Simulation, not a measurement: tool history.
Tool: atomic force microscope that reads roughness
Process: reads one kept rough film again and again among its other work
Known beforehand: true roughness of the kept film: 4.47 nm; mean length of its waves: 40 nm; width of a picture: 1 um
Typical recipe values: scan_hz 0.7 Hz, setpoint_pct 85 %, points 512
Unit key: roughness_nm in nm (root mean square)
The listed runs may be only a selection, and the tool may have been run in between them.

{"run": 1, "day": 0.0, "scan_hz": 0.7, "setpoint_pct": 85, "points": 512, "roughness_nm": 3.5}
{"run": 2, "day": 0.229, "scan_hz": 0.7, "setpoint_pct": 58, "points": 512, "roughness_nm": 3.699}
{"run": 3, "day": 0.458, "scan_hz": 0.7, "setpoint_pct": 85, "points": 580, "roughness_nm": 3.528}
{"run": 4, "day": 0.704, "scan_hz": 0.7, "setpoint_pct": 85, "points": 741, "roughness_nm": 3.499}
{"run": 5, "day": 1.1, "scan_hz": 0.7, "setpoint_pct": 85, "points": 741, "roughness_nm": 3.495}
{"run": 6, "day": 1.433, "scan_hz": 0.7, "setpoint_pct": 56, "points": 512, "roughness_nm": 3.675}
{"day": 1.788, "done": "new tip fitted"}
{"run": 7, "day": 1.917, "scan_hz": 0.7, "setpoint_pct": 58, "points": 512, "roughness_nm": 4.168}
{"run": 8, "day": 2.129, "scan_hz": 0.7, "setpoint_pct": 58, "points": 512, "roughness_nm": 4.171}
{"run": 9, "day": 2.35, "scan_hz": 0.7, "setpoint_pct": 58, "points": 699, "roughness_nm": 4.186}
{"run": 10, "day": 2.633, "scan_hz": 0.7, "setpoint_pct": 68, "points": 512, "roughness_nm": 4.073}
{"run": 11, "day": 3.088, "scan_hz": 0.7, "setpoint_pct": 68, "points": 512, "roughness_nm": 4.094}
{"run": 12, "day": 3.412, "scan_hz": 0.7, "setpoint_pct": 68, "points": 512, "roughness_nm": 4.046}
{"run": 13, "day": 3.788, "scan_hz": 0.7, "setpoint_pct": 85, "points": 674, "roughness_nm": 3.859}
{"run": 14, "day": 4.029, "scan_hz": 0.7, "setpoint_pct": 85, "points": 584, "roughness_nm": 3.89}
{"run": 15, "day": 4.262, "scan_hz": 0.7, "setpoint_pct": 85, "points": 584, "roughness_nm": 3.879}
{"run": 16, "day": 4.688, "scan_hz": 0.7, "setpoint_pct": 85, "points": 584, "roughness_nm": 3.827}
{"day": 4.771, "done": "height scale calibrated on a step standard"}
{"run": 17, "day": 5.179, "scan_hz": 3.159, "setpoint_pct": 85, "points": 512, "roughness_nm": 3.106}
{"run": 18, "day": 5.575, "scan_hz": 3.159, "setpoint_pct": 85, "points": 512, "roughness_nm": 3.109}
{"run": 19, "day": 5.929, "scan_hz": 3.159, "setpoint_pct": 85, "points": 512, "roughness_nm": 3.098}
{"run": 20, "day": 6.212, "scan_hz": 3.159, "setpoint_pct": 85, "points": 512, "roughness_nm": 3.08}
{"run": 21, "day": 6.688, "scan_hz": 3.159, "setpoint_pct": 85, "points": 512, "roughness_nm": 3.042}
{"day": 6.842, "done": "height scale calibrated on a step standard, once more"}
{"run": 22, "day": 7.188, "scan_hz": 3.234, "setpoint_pct": 85, "points": 512, "roughness_nm": 3.02}
{"run": 23, "day": 7.421, "scan_hz": 3.234, "setpoint_pct": 85, "points": 512, "roughness_nm": 3.008}
{"run": 24, "day": 7.671, "scan_hz": 0.7, "setpoint_pct": 62, "points": 512, "roughness_nm": 3.929}
{"run": 25, "day": 7.983, "scan_hz": 0.7, "setpoint_pct": 75, "points": 812, "roughness_nm": 3.823}
{"run": 26, "day": 8.442, "scan_hz": 1.395, "setpoint_pct": 85, "points": 739, "roughness_nm": 3.485}
{"run": 27, "day": 8.704, "scan_hz": 0.557, "setpoint_pct": 63, "points": 395, "roughness_nm": 3.851}
{"run": 28, "day": 8.958, "scan_hz": 0.794, "setpoint_pct": 84, "points": 395, "roughness_nm": 3.624}
{"run": 29, "day": 9.292, "scan_hz": 0.794, "setpoint_pct": 84, "points": 395, "roughness_nm": 3.637}
{"run": 30, "day": 9.712, "scan_hz": 0.7, "setpoint_pct": 85, "points": 482, "roughness_nm": 3.644}
{"run": 31, "day": 9.979, "scan_hz": 0.7, "setpoint_pct": 82, "points": 638, "roughness_nm": 3.661}
{"run": 32, "day": 10.383, "scan_hz": 0.7, "setpoint_pct": 82, "points": 638, "roughness_nm": 3.673}
{"run": 33, "day": 10.779, "scan_hz": 1.259, "setpoint_pct": 85, "points": 307, "roughness_nm": 3.408}
{"run": 34, "day": 11.142, "scan_hz": 1.259, "setpoint_pct": 85, "points": 307, "roughness_nm": 3.422}
{"run": 35, "day": 11.446, "scan_hz": 1.259, "setpoint_pct": 85, "points": 307, "roughness_nm": 3.393}
{"run": 36, "day": 11.746, "scan_hz": 1.259, "setpoint_pct": 85, "points": 307, "roughness_nm": 3.415}
{"run": 37, "day": 12.05, "scan_hz": 1.82, "setpoint_pct": 78, "points": 608, "roughness_nm": 3.405}
{"run": 38, "day": 12.508, "scan_hz": 0.7, "setpoint_pct": 65, "points": 257, "roughness_nm": 3.689}
{"run": 39, "day": 12.788, "scan_hz": 0.7, "setpoint_pct": 65, "points": 257, "roughness_nm": 3.701}
{"run": 40, "day": 13.138, "scan_hz": 0.7, "setpoint_pct": 85, "points": 319, "roughness_nm": 3.508}
{"run": 41, "day": 13.45, "scan_hz": 0.678, "setpoint_pct": 85, "points": 512, "roughness_nm": 3.541}
{"run": 42, "day": 13.729, "scan_hz": 2.139, "setpoint_pct": 85, "points": 390, "roughness_nm": 3.057}
{"day": 14.008, "done": "new tip fitted"}
{"run": 43, "day": 14.142, "scan_hz": 0.501, "setpoint_pct": 71, "points": 512, "roughness_nm": 4.148}
{"run": 44, "day": 14.504, "scan_hz": 0.7, "setpoint_pct": 85, "points": 512, "roughness_nm": 3.929}
{"run": 45, "day": 14.721, "scan_hz": 1.811, "setpoint_pct": 85, "points": 512, "roughness_nm": 3.566}

Consider 4 possible next runs. They are alternatives, not a sequence: every one starts from the tool as it was left by run 45. What does each give?
{"run": "A", "day": 15.146, "scan_hz": 0.727, "setpoint_pct": 70, "points": 512, "roughness_nm": "?"}
{"run": "B", "day": 15.146, "scan_hz": 1.208, "setpoint_pct": 82, "points": 400, "roughness_nm": "?"}
{"run": "C", "day": 15.146, "scan_hz": 0.799, "setpoint_pct": 85, "points": 676, "roughness_nm": "?"}
{"run": "D", "day": 15.146, "scan_hz": 0.647, "setpoint_pct": 71, "points": 348, "roughness_nm": "?"}

run=A roughness_nm=4.032
run=B roughness_nm=3.766
run=C roughness_nm=3.886
run=D roughness_nm=4.078
Take away the tool's hidden state, keep each run's random variation, and the runs would have read:
run=A roughness_nm=4.067
run=B roughness_nm=3.799
run=C roughness_nm=3.92
run=D roughness_nm=4.114

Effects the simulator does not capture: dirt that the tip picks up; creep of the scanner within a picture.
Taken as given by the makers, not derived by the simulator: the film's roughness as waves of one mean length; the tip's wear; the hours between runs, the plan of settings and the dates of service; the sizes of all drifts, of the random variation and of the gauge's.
